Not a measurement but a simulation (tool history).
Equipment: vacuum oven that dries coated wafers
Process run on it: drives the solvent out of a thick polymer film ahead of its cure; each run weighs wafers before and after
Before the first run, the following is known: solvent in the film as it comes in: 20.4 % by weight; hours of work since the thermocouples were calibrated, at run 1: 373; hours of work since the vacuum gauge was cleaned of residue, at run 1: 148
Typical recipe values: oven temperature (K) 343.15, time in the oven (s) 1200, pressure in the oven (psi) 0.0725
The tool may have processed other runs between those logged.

| run | hour | oven temperature (K) | time in the oven (s) | pressure in the oven (psi) | hours of work since the thermocouples were calibrated | hours of work since the vacuum gauge was cleaned of residue | solvent left in the film (%) |
|---|---|---|---|---|---|---|---|
| 1 | 0.0 | 343.15 | 1200 | 0.0725 | 373 | 148 | 0.78 |
| 2 | 15.6 | 346.15 | 1200 | 0.0725 | 382 | 157 | 0.42 |
| 3 | 24.4 | 346.15 | 1200 | 0.0725 | 387 | 162 | 0.43 |
| 4 | 41.2 | 346.15 | 1020 | 0.0725 | 396 | 172 | 0.64 |
| 5 | 51.3 | 343.15 | 1200 | 0.0725 | 402 | 177 | 0.73 |
| 6 | 64.4 | 343.15 | 1200 | 0.0725 | 410 | 185 | 0.75 |
| 7 | 80.4 | 343.15 | 1200 | 0.0725 | 419 | 194 | 0.74 |
| 8 | 96.0 | 343.15 | 1200 | 0.0906 | 428 | 203 | 0.81 |
| 9 | 111.6 | 343.15 | 1200 | 0.0906 | 437 | 212 | 0.81 |
| 10 | 120.4 | 343.15 | 1200 | 0.0725 | 442 | 217 | 0.73 |
| 11 | 135.2 | 343.15 | 1200 | 0.0725 | 450 | 225 | 0.75 |
| 12 | 143.5 | 343.15 | 1200 | 0.0725 | 455 | 230 | 0.77 |
| 13 | 151.4 | 332.15 | 1200 | 0.0725 | 460 | 235 | 3.86 |
| 14 | 162.0 | 332.15 | 1200 | 0.0725 | 466 | 241 | 3.83 |
| 15 | 178.3 | 343.15 | 1200 | 0.1110 | 475 | 250 | 0.84 |
| 16 | 188.2 | 345.15 | 1200 | 0.1110 | 481 | 256 | 0.63 |
| 17 | 202.3 | 345.15 | 1200 | 0.1110 | 489 | 264 | 0.60 |
| 18 | 212.7 | 345.15 | 1200 | 0.1110 | 495 | 270 | 0.62 |
| 19 | 229.5 | 351.15 | 900 | 0.0725 | 504 | 279 | 0.39 |
| 20 | 243.0 | 333.15 | 1680 | 0.2492 | 512 | 287 | 2.53 |
| 21 | 258.8 | 348.15 | 600 | 0.0573 | 521 | 296 | 1.60 |
| 22 | 272.9 | 357.15 | 2100 | 0.2680 | 529 | 304 | 0.35 |
| 23 | 284.4 | 357.15 | 1080 | 0.0670 | 536 | 311 | 0.14 |
| 24 | 296.8 | 336.15 | 1140 | 0.1218 | 543 | 318 | 2.68 |

Consider 4 possible next runs. They are alternatives, not a sequence: every one starts from the tool as it was left by run 24. What does each give?
| A | 312.5 | 337.15 | 960 | 0.0674 | 552 | 327 | ? |
| B | 312.5 | 341.15 | 1140 | 0.0801 | 552 | 327 | ? |
| C | 312.5 | 340.15 | 1140 | 0.1218 | 552 | 327 | ? |
| D | 312.5 | 343.15 | 1860 | 0.1339 | 552 | 327 | ? |

| run | solvent left in the film (%) |
|---|---|
| A | 2.99 |
| B | 1.23 |
| C | 1.57 |
| D | 0.44 |
Take away the tool's hidden state, keep each run's random variation, and the runs would have read:
| run | solvent left in the film (%) |
|---|---|
| A | 3.08 |
| B | 1.27 |
| C | 1.62 |
| D | 0.42 |
